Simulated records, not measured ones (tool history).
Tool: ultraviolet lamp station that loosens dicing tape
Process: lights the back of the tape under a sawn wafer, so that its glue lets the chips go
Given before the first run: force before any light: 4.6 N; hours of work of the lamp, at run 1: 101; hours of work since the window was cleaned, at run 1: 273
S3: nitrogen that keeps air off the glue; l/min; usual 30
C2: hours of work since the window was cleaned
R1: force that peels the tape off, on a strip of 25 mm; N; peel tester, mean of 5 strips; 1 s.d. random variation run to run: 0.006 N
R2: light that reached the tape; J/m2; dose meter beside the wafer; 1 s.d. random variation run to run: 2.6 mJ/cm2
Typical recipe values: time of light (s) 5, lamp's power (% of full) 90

run 1 hour=0.0 | time_of_light_(s)=5 lamp's_power_(%_of_full)=90 S3=30 | hours_of_work_of_the_lamp=101 C2=273 | R1=0.188 R2=2890
-- hour=34.8 window cleaned of glue's vapour
run 2 hour=34.8 | time_of_light_(s)=5 lamp's_power_(%_of_full)=98 S3=30 | hours_of_work_of_the_lamp=120 C2=0 | R1=0.188 R2=3030
run 3 hour=72.6 | time_of_light_(s)=7 lamp's_power_(%_of_full)=90 S3=30 | hours_of_work_of_the_lamp=141 C2=21 | R1=0.152 R2=3800
run 4 hour=119.5 | time_of_light_(s)=7 lamp's_power_(%_of_full)=90 S3=30 | hours_of_work_of_the_lamp=167 C2=47 | R1=0.161 R2=3730
run 5 hour=145.9 | time_of_light_(s)=5 lamp's_power_(%_of_full)=90 S3=30 | hours_of_work_of_the_lamp=182 C2=62 | R1=0.242 R2=2620
run 6 hour=175.0 | time_of_light_(s)=5 lamp's_power_(%_of_full)=61 S3=30 | hours_of_work_of_the_lamp=198 C2=78 | R1=0.473 R2=1740
run 7 hour=202.1 | time_of_light_(s)=5 lamp's_power_(%_of_full)=90 S3=30 | hours_of_work_of_the_lamp=213 C2=93 | R1=0.229 R2=2560
run 8 hour=248.1 | time_of_light_(s)=5 lamp's_power_(%_of_full)=90 S3=30 | hours_of_work_of_the_lamp=239 C2=119 | R1=0.251 R2=2530
run 9 hour=278.3 | time_of_light_(s)=5 lamp's_power_(%_of_full)=90 S3=30 | hours_of_work_of_the_lamp=256 C2=136 | R1=0.254 R2=2440
run 10 hour=303.6 | time_of_light_(s)=5 lamp's_power_(%_of_full)=90 S3=30 | hours_of_work_of_the_lamp=270 C2=150 | R1=0.252 R2=2430
-- hour=335.8 window cleaned of glue's vapour, once more
run 11 hour=355.0 | time_of_light_(s)=5 lamp's_power_(%_of_full)=90 S3=30 | hours_of_work_of_the_lamp=298 C2=11 | R1=0.203 R2=2750
run 12 hour=380.0 | time_of_light_(s)=5 lamp's_power_(%_of_full)=90 S3=30 | hours_of_work_of_the_lamp=312 C2=25 | R1=0.212 R2=2720
run 13 hour=418.7 | time_of_light_(s)=3 lamp's_power_(%_of_full)=62 S3=22 | hours_of_work_of_the_lamp=334 C2=46 | R1=1.186 R2=1080
run 14 hour=458.9 | time_of_light_(s)=3 lamp's_power_(%_of_full)=97 S3=31 | hours_of_work_of_the_lamp=356 C2=69 | R1=0.464 R2=1670
run 15 hour=512.6 | time_of_light_(s)=3 lamp's_power_(%_of_full)=97 S3=31 | hours_of_work_of_the_lamp=386 C2=99 | R1=0.503 R2=1600
run 16 hour=562.8 | time_of_light_(s)=6 lamp's_power_(%_of_full)=90 S3=30 | hours_of_work_of_the_lamp=414 C2=127 | R1=0.181 R2=2910
run 17 hour=586.3 | time_of_light_(s)=6 lamp's_power_(%_of_full)=90 S3=30 | hours_of_work_of_the_lamp=427 C2=140 | R1=0.198 R2=2890
run 18 hour=640.6 | time_of_light_(s)=5 lamp's_power_(%_of_full)=90 S3=51 | hours_of_work_of_the_lamp=458 C2=170 | R1=0.205 R2=2310
run 19 hour=695.3 | time_of_light_(s)=5 lamp's_power_(%_of_full)=89 S3=15 | hours_of_work_of_the_lamp=488 C2=201 | R1=0.493 R2=2210
run 20 hour=735.4 | time_of_light_(s)=5 lamp's_power_(%_of_full)=89 S3=15 | hours_of_work_of_the_lamp=510 C2=223 | R1=0.509 R2=2170
run 21 hour=759.9 | time_of_light_(s)=5 lamp's_power_(%_of_full)=74 S3=37 | hours_of_work_of_the_lamp=524 C2=237 | R1=0.387 R2=1780
run 22 hour=783.2 | time_of_light_(s)=5 lamp's_power_(%_of_full)=72 S3=30 | hours_of_work_of_the_lamp=537 C2=249 | R1=0.490 R2=1710
run 23 hour=809.2 | time_of_light_(s)=4 lamp's_power_(%_of_full)=91 S3=51 | hours_of_work_of_the_lamp=552 C2=264 | R1=0.342 R2=1670

Predict each of these 4 candidate next runs independently; none follows another, all start after run 23:
run A hour=843.3 | time_of_light_(s)=9 lamp's_power_(%_of_full)=90 S3=30 | hours_of_work_of_the_lamp=571 C2=283 | R1=? R2=?
run B hour=843.3 | time_of_light_(s)=3 lamp's_power_(%_of_full)=82 S3=14 | hours_of_work_of_the_lamp=571 C2=283 | R1=? R2=?
run C hour=843.3 | time_of_light_(s)=5 lamp's_power_(%_of_full)=90 S3=41 | hours_of_work_of_the_lamp=571 C2=283 | R1=? R2=?
run D hour=843.3 | time_of_light_(s)=4 lamp's_power_(%_of_full)=91 S3=51 | hours_of_work_of_the_lamp=571 C2=283 | R1=? R2=?

run=A R1=0.153 R2=3630
run=B R1=1.422 R2=1130
run=C R1=0.273 R2=2070
run=D R1=0.349 R2=1670
Take away the tool's hidden state, keep each run's random variation, and the runs would have read:
run=A R1=0.137 R2=6040
run=B R1=0.707 R2=1870
run=C R1=0.151 R2=3410
run=D R1=0.166 R2=2760
